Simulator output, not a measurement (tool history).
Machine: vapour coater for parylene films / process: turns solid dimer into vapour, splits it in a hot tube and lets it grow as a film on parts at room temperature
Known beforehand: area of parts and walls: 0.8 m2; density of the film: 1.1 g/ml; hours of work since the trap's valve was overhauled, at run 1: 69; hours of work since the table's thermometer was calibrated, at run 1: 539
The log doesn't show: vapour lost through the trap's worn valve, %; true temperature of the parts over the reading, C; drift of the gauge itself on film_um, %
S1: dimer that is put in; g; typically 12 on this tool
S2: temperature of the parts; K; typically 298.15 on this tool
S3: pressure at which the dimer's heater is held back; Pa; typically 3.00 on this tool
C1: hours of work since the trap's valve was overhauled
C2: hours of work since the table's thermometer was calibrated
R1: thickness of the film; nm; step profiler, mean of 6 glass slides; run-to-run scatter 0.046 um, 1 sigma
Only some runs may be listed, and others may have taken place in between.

run,hour,S1,S2,S3,C1,C2,R1
1,0.0,12,298.15,3.00,69,539,8130
2,15.3,12,298.15,3.00,80,551,8060
3,29.6,12,298.15,3.00,91,561,8140
4,42.0,12,298.15,3.00,100,570,8110
5,50.8,21,298.15,3.00,107,577,14160
6,62.3,21,298.15,3.00,115,585,14150
7,72.1,21,298.15,3.00,123,593,14160
8,87.4,21,298.15,3.00,134,604,14100
9,106.1,11,303.15,2.21,148,618,6430
10,119.8,12,298.15,10.99,158,628,6180
11,131.3,9,298.15,3.00,166,637,6040
12,140.0,9,307.15,2.64,173,643,4340
13,153.8,9,294.15,10.03,183,653,5500
14,171.4,9,294.15,10.03,196,666,5510
15,185.0,9,294.15,2.77,206,676,7140

Forecast each of these 4 alternatives for the next run:
A,198.8,12,298.15,2.02,216,687,?
B,198.8,12,309.15,2.07,216,687,?
C,198.8,20,296.15,4.93,216,687,?
D,198.8,14,298.15,3.00,216,687,?

run,R1
A,8700
B,5550
C,13050
D,9350
Without the tool's hidden state the same runs would have given:
run,R1
A,8830
B,5630
C,13230
D,9490

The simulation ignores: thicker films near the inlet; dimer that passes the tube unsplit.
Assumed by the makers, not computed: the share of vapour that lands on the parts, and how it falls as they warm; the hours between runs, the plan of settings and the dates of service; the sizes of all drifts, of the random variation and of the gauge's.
